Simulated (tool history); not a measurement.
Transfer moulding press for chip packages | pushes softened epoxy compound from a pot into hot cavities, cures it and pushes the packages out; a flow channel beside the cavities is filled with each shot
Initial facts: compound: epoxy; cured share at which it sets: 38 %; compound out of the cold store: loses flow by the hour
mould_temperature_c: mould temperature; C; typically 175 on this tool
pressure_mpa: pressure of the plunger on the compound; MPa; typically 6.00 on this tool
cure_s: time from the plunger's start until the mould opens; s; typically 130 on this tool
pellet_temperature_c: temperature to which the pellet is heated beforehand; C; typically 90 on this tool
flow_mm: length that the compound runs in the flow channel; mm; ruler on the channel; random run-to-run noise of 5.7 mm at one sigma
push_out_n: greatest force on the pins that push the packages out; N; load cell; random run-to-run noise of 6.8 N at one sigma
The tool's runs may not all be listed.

run    hour  mould_temperature_c  pressure_mpa  cure_s  pellet_temperature_c  incoming compound's hours out of the cold store  flow_mm  push_out_n
  1     0.0                  175          6.00     130                    90                                             20.8      607         344
       50.7  -- plunger's sealing rings changed
       52.2  -- cavities cleaned with cleaning compound and waxed
  2    84.9                  175          6.00     130                    90                                             35.7      603         382
      123.7  -- cavities cleaned with cleaning compound and waxed
  3   164.1                  175          6.00     130                    90                                             36.6      585         381
      198.7  -- cavities cleaned with cleaning compound and waxed
  4   236.9                  175          6.00     130                    90                                             23.2      615         384
      271.0  -- cavities cleaned with cleaning compound and waxed
  5   307.2                  175          6.55     130                    90                                             23.7      630         392
      341.0  -- cavities cleaned with cleaning compound and waxed
  6   366.8                  175          6.55     130                    90                                             47.1      574         337
      410.8  -- plunger's sealing rings changed
      412.3  -- cavities cleaned with cleaning compound and waxed
  7   436.0                  175          6.00     130                    90                                             14.4      654         341
      479.9  -- cavities cleaned with cleaning compound and waxed
  8   510.1                  175          6.00     130                    90                                             11.0      662         367
      548.3  -- cavities cleaned with cleaning compound and waxed
  9   580.2                  175          6.00     130                    90                                             35.0      574         360
      616.9  -- cavities cleaned with cleaning compound and waxed
 10   633.5                  175          6.00     130                    90                                             28.9      589         316
      684.9  -- cavities cleaned with cleaning compound and waxed
      733.3  -- mould's thermocouples calibrated
 11   736.1                  175          6.00     130                    97                                             23.6      599         392
      756.1  -- cavities cleaned with cleaning compound and waxed
      778.7  -- plunger's sealing rings changed
 12   796.7                  175          6.00     130                    90                                             21.8      629         389
      825.2  -- cavities cleaned with cleaning compound and waxed
 13   844.3                  175          6.00     130                    90                                             38.9      588         342
      894.4  -- cavities cleaned with cleaning compound and waxed
 14   902.1                  175          6.00     130                    90                                             24.4      618         281
      961.9  -- cavities cleaned with cleaning compound and waxed
 15   984.5                  175          4.68     130                    89                                             43.3      511         347
     1029.7  -- cavities cleaned with cleaning compound and waxed
 16  1031.5                  173          6.76     110                    96                                             33.2      616         360
 17  1089.6                  173          6.57     110                    85                                             28.8      611         550
     1097.9  -- cavities cleaned with cleaning compound and waxed
     1137.0  -- plunger's sealing rings changed
     1167.0  -- cavities cleaned with cleaning compound and waxed
 18  1198.3                  183          5.26     140                    90                                             38.1      526         332
     1237.3  -- cavities cleaned with cleaning compound and waxed
 19  1263.6                  183          5.26     140                    90                                             28.3      545         320
     1306.7  -- cavities cleaned with cleaning compound and waxed
 20  1354.8                  179          7.09     122                    86                                             11.6      676         393
     1379.2  -- cavities cleaned with cleaning compound and waxed
 21  1409.5                  179          7.09     122                    86                                             34.0      619         336
     1445.3  -- cavities cleaned with cleaning compound and waxed
 22  1460.7                  175          6.00     150                    90                                             46.1      542         297
     1503.0  -- plunger's sealing rings changed
     1515.8  -- cavities cleaned with cleaning compound and waxed
 23  1532.2                  170          5.79     115                    84                                              9.2      670         509
     1585.0  -- cavities cleaned with cleaning compound and waxed
 24  1601.1                  175          6.00     130                    91                                             42.6      573         307
     1659.1  -- cavities cleaned with cleaning compound and waxed
     1668.2  -- mould's thermocouples calibrated
 25  1677.0                  167          6.00     118                    93                                             37.9      607         572
     1735.9  -- cavities cleaned with cleaning compound and waxed
 26  1747.0                  181          6.00     139                    90                                             41.4      543         295
     1804.3  -- cavities cleaned with cleaning compound and waxed
 27  1814.4                  181          6.00     139                    90                                             16.3      604         267

Forecast each of these 3 alternatives for the next run:
     1867.5  -- plunger's sealing rings changed
     1876.6  -- cavities cleaned with cleaning compound and waxed
  A  1915.0                  180          6.00     134                    86                                             14.6        ?           ?
     1867.5  -- plunger's sealing rings changed
     1876.6  -- cavities cleaned with cleaning compound and waxed
  B  1915.0                  169          6.00     139                    83                                             26.8        ?           ?
     1867.5  -- plunger's sealing rings changed
     1876.6  -- cavities cleaned with cleaning compound and waxed
  C  1915.0                  178          6.00     163                    91                                             21.1        ?           ?

run  flow_mm  push_out_n
  A      643         360
  B      652         460
  C      628         366
Had the tool no hidden state, the same runs would have come out as:
run  flow_mm  push_out_n
  A      648         258
  B      657         330
  C      633         259

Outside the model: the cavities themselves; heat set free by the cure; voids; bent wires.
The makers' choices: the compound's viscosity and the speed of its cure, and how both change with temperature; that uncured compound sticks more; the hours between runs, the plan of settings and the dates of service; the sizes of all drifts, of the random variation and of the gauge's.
